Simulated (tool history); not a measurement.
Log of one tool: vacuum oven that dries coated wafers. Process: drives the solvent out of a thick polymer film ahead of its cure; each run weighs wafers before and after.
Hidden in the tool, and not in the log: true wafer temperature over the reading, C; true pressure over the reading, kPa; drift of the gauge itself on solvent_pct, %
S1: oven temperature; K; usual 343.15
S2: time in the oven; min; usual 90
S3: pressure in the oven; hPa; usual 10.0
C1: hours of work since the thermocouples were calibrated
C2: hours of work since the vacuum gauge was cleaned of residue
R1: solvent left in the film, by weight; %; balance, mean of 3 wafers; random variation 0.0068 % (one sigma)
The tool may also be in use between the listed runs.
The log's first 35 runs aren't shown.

run 36 hour=296.4 | S1=357.15 S2=90 S3=23.2 | C1=65 C2=420 | R1=0.370
run 37 hour=307.6 | S1=357.15 S2=90 S3=23.2 | C1=72 C2=426 | R1=0.379
run 38 hour=313.4 | S1=343.15 S2=66 S3=30.4 | C1=75 C2=430 | R1=2.065
run 39 hour=324.0 | S1=343.15 S2=90 S3=7.0 | C1=81 C2=436 | R1=0.712
run 40 hour=332.7 | S1=343.15 S2=90 S3=7.0 | C1=86 C2=441 | R1=0.708
run 41 hour=342.5 | S1=350.15 S2=123 S3=8.4 | C1=91 C2=446 | R1=0.192
run 42 hour=349.0 | S1=331.15 S2=102 S3=8.4 | C1=95 C2=450 | R1=3.774
run 43 hour=358.1 | S1=331.15 S2=102 S3=8.4 | C1=100 C2=455 | R1=3.765
run 44 hour=368.2 | S1=341.15 S2=148 S3=8.7 | C1=106 C2=461 | R1=0.413
run 45 hour=375.6 | S1=329.15 S2=145 S3=5.3 | C1=110 C2=465 | R1=2.778
run 46 hour=383.7 | S1=329.15 S2=145 S3=5.3 | C1=115 C2=470 | R1=2.777
run 47 hour=389.4 | S1=329.15 S2=145 S3=5.3 | C1=118 C2=473 | R1=2.795

Forecast each of these 4 alternatives for the next run:
run A hour=401.4 | S1=343.15 S2=71 S3=10.0 | C1=125 C2=480 | R1=?
run B hour=401.4 | S1=334.15 S2=62 S3=10.1 | C1=125 C2=480 | R1=?
run C hour=401.4 | S1=343.15 S2=55 S3=9.1 | C1=125 C2=480 | R1=?
run D hour=401.4 | S1=329.15 S2=83 S3=5.3 | C1=125 C2=480 | R1=?

run=A R1=1.327
run=B R1=5.110
run=C R1=2.143
run=D R1=5.662
Without the tool's hidden state the same runs would have given:
run=A R1=1.328
run=B R1=5.113
run=C R1=2.145
run=D R1=5.666

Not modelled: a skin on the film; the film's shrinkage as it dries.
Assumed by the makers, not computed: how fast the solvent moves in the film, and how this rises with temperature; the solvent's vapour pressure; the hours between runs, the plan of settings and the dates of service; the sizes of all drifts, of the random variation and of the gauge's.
